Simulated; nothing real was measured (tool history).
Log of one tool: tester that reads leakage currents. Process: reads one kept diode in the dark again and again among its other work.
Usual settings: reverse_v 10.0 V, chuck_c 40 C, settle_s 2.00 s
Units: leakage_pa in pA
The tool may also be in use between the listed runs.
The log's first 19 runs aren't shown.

run 20 hour=684.4 | reverse_v=10.0 chuck_c=58 settle_s=2.00 | leakage_pa=2031.35
run 21 hour=716.4 | reverse_v=18.1 chuck_c=56 settle_s=9.05 | leakage_pa=2539.79
run 22 hour=748.9 | reverse_v=4.0 chuck_c=28 settle_s=2.00 | leakage_pa=174.27
run 23 hour=804.2 | reverse_v=14.8 chuck_c=40 settle_s=2.58 | leakage_pa=833.69
run 24 hour=846.0 | reverse_v=10.0 chuck_c=40 settle_s=2.85 | leakage_pa=666.42
run 25 hour=883.9 | reverse_v=10.0 chuck_c=40 settle_s=0.82 | leakage_pa=667.71
run 26 hour=911.2 | reverse_v=1.7 chuck_c=40 settle_s=2.00 | leakage_pa=240.68
run 27 hour=937.1 | reverse_v=6.0 chuck_c=40 settle_s=4.69 | leakage_pa=498.04
run 28 hour=985.6 | reverse_v=1.2 chuck_c=30 settle_s=0.64 | leakage_pa=100.83
run 29 hour=1029.0 | reverse_v=1.7 chuck_c=33 settle_s=0.97 | leakage_pa=150.68
run 30 hour=1082.7 | reverse_v=1.7 chuck_c=33 settle_s=0.97 | leakage_pa=150.62
run 31 hour=1109.6 | reverse_v=1.7 chuck_c=33 settle_s=0.97 | leakage_pa=150.65
run 32 hour=1141.8 | reverse_v=13.3 chuck_c=29 settle_s=0.65 | leakage_pa=386.26
run 33 hour=1177.4 | reverse_v=1.9 chuck_c=45 settle_s=6.58 | leakage_pa=357.39
run 34 hour=1230.0 | reverse_v=17.2 chuck_c=45 settle_s=0.37 | leakage_pa=1266.41
-- hour=1244.2 chuck's temperature calibrated
run 35 hour=1258.7 | reverse_v=17.2 chuck_c=29 settle_s=0.60 | leakage_pa=416.12
run 36 hour=1310.7 | reverse_v=10.0 chuck_c=40 settle_s=0.69 | leakage_pa=617.74
run 37 hour=1337.6 | reverse_v=10.0 chuck_c=58 settle_s=0.65 | leakage_pa=1903.66
run 38 hour=1371.6 | reverse_v=10.4 chuck_c=39 settle_s=0.65 | leakage_pa=593.33
run 39 hour=1407.2 | reverse_v=10.4 chuck_c=39 settle_s=0.65 | leakage_pa=592.70
run 40 hour=1438.6 | reverse_v=10.0 chuck_c=40 settle_s=3.14 | leakage_pa=620.85

Forecast each of these 4 alternatives for the next run:
run A hour=1464.9 | reverse_v=10.0 chuck_c=21 settle_s=3.90 | leakage_pa=?
run B hour=1464.9 | reverse_v=3.5 chuck_c=53 settle_s=6.50 | leakage_pa=?
run C hour=1464.9 | reverse_v=7.3 chuck_c=33 settle_s=0.37 | leakage_pa=?
run D hour=1464.9 | reverse_v=1.5 chuck_c=40 settle_s=2.00 | leakage_pa=?

run=A leakage_pa=177.36
run=B leakage_pa=773.71
run=C leakage_pa=327.19
run=D leakage_pa=207.51
Without the tool's hidden state the same runs would have given:
run=A leakage_pa=152.54
run=B leakage_pa=771.20
run=C leakage_pa=310.82
run=D leakage_pa=205.41
